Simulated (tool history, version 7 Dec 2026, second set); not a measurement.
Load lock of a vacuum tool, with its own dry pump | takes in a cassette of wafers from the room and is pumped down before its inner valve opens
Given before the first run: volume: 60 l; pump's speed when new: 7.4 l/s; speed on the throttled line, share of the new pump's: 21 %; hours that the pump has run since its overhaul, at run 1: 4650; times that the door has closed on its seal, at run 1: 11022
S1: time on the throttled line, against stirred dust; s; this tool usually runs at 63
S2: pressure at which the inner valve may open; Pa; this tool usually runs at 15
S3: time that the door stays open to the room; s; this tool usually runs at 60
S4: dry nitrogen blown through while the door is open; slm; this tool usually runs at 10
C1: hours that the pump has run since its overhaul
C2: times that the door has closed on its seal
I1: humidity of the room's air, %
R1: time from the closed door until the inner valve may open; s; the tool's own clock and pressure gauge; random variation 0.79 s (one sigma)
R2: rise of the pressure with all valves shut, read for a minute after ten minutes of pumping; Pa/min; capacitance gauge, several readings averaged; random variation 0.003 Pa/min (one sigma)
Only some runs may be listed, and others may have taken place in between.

run 1 hour=0 | S1=63 S2=15 S3=60 S4=10 | C1=4650 C2=11022 | I1=44.8 | R1=121.9 R2=0.053
run 2 hour=328.7 | S1=63 S2=15 S3=60 S4=10 | C1=4979 C2=11466 | I1=44.8 | R1=121.4 R2=0.049
run 3 hour=743.4 | S1=70 S2=15 S3=60 S4=10 | C1=5394 C2=12027 | I1=46.5 | R1=128.3 R2=0.056
run 4 hour=1357.5 | S1=70 S2=23 S3=60 S4=10 | C1=6008 C2=12857 | I1=44.9 | R1=123.6 R2=0.046
run 5 hour=1869.5 | S1=47 S2=15 S3=60 S4=10 | C1=6520 C2=13549 | I1=46.1 | R1=109.5 R2=0.051
run 6 hour=2187.8 | S1=63 S2=15 S3=60 S4=10 | C1=6838 C2=13979 | I1=42.2 | R1=122.3 R2=0.051
run 7 hour=2657 | S1=63 S2=12 S3=60 S4=10 | C1=7307 C2=14613 | I1=46.3 | R1=122.5 R2=0.053
run 8 hour=3145.6 | S1=62 S2=15 S3=60 S4=10 | C1=7796 C2=15274 | I1=43.9 | R1=121.7 R2=0.051
run 9 hour=3459 | S1=62 S2=15 S3=60 S4=10 | C1=8109 C2=15697 | I1=44.2 | R1=122 R2=0.044
run 10 hour=4067.8 | S1=62 S2=15 S3=60 S4=10 | C1=8718 C2=16520 | I1=46.8 | R1=121.9 R2=0.055
run 11 hour=4461.2 | S1=62 S2=15 S3=60 S4=10 | C1=9112 C2=17052 | I1=42.9 | R1=122.3 R2=0.053
run 12 hour=5027.2 | S1=62 S2=15 S3=60 S4=10 | C1=9677 C2=17817 | I1=47.4 | R1=121.8 R2=0.054
run 13 hour=5524 | S1=62 S2=15 S3=60 S4=10 | C1=10174 C2=18488 | I1=47 | R1=122 R2=0.057
run 14 hour=5831.4 | S1=63 S2=15 S3=60 S4=10 | C1=10482 C2=18904 | I1=44.5 | R1=121.7 R2=0.055
run 15 hour=6267.5 | S1=63 S2=15 S3=60 S4=10 | C1=10918 C2=19493 | I1=45.4 | R1=121.7 R2=0.056
run 16 hour=6689.3 | S1=63 S2=15 S3=60 S4=10 | C1=11340 C2=20063 | I1=42.3 | R1=122.7 R2=0.055
run 17 hour=7083.6 | S1=63 S2=15 S3=60 S4=10 | C1=11734 C2=20596 | I1=44.3 | R1=122 R2=0.05
run 18 hour=7677.8 | S1=63 S2=15 S3=60 S4=10 | C1=12328 C2=21400 | I1=45.3 | R1=121.5 R2=0.047
run 19 hour=8079.6 | S1=63 S2=15 S3=33 S4=10 | C1=12730 C2=21943 | I1=43.5 | R1=121.6 R2=0.039
run 20 hour=8671.5 | S1=63 S2=15 S3=90 S4=9 | C1=13322 C2=22743 | I1=47.1 | R1=122.2 R2=0.07
run 21 hour=8984.1 | S1=63 S2=29 S3=39 S4=6 | C1=13634 C2=23165 | I1=48.7 | R1=117 R2=0.055
run 22 hour=9489.8 | S1=61 S2=15 S3=39 S4=6 | C1=14140 C2=23849 | I1=41.6 | R1=120.3 R2=0.044
run 23 hour=10119 | S1=61 S2=15 S3=39 S4=6 | C1=14769 C2=24699 | I1=45.2 | R1=120.2 R2=0.046
run 24 hour=10581.4 | S1=63 S2=15 S3=204 S4=10 | C1=15232 C2=25324 | I1=45.3 | R1=122.4 R2=0.101
-- hour=10742.3 door's seal changed, seat wiped
run 25 hour=11063.3 | S1=63 S2=17 S3=60 S4=6 | C1=15712 C2=434 | I1=46.9 | R1=120.8 R2=0.061
run 26 hour=11451.3 | S1=63 S2=17 S3=60 S4=6 | C1=16100 C2=958 | I1=43.7 | R1=121.1 R2=0.053
run 27 hour=11925.7 | S1=86 S2=15 S3=49 S4=4 | C1=16575 C2=1599 | I1=44.7 | R1=140.6 R2=0.052
run 28 hour=12312 | S1=86 S2=15 S3=49 S4=4 | C1=16961 C2=2122 | I1=49.7 | R1=141 R2=0.063
run 29 hour=12985.4 | S1=63 S2=15 S3=199 S4=25 | C1=17634 C2=3032 | I1=45.2 | R1=121.8 R2=0.062
-- hour=13134.3 dry pump taken out, an overhauled one fitted
run 30 hour=13500.2 | S1=43 S2=20 S3=202 S4=21 | C1=366 C2=3720 | I1=43.8 | R1=102.6 R2=0.073
run 31 hour=14061.5 | S1=34 S2=19 S3=35 S4=6 | C1=927 C2=4478 | I1=43.3 | R1=96.4 R2=0.045
run 32 hour=14670.1 | S1=41 S2=11 S3=40 S4=9 | C1=1536 C2=5301 | I1=42.1 | R1=107.6 R2=0.038
run 33 hour=15339.9 | S1=67 S2=11 S3=40 S4=8 | C1=2206 C2=6206 | I1=43.1 | R1=127.3 R2=0.041
run 34 hour=15750.7 | S1=67 S2=11 S3=40 S4=8 | C1=2616 C2=6762 | I1=42.7 | R1=126.5 R2=0.038

Forecast run 35:
run 35 hour=16305.5 | S1=67 S2=15 S3=101 S4=8 | C1=3171 C2=7511 | I1=51.5 | R1=? R2=?

{"run 35": {"R1": 124.7, "R2": 0.082}}
The same run, on a tool lacking any hidden state, would have yielded R1 124.7 s, R2 0.082 Pa/min.

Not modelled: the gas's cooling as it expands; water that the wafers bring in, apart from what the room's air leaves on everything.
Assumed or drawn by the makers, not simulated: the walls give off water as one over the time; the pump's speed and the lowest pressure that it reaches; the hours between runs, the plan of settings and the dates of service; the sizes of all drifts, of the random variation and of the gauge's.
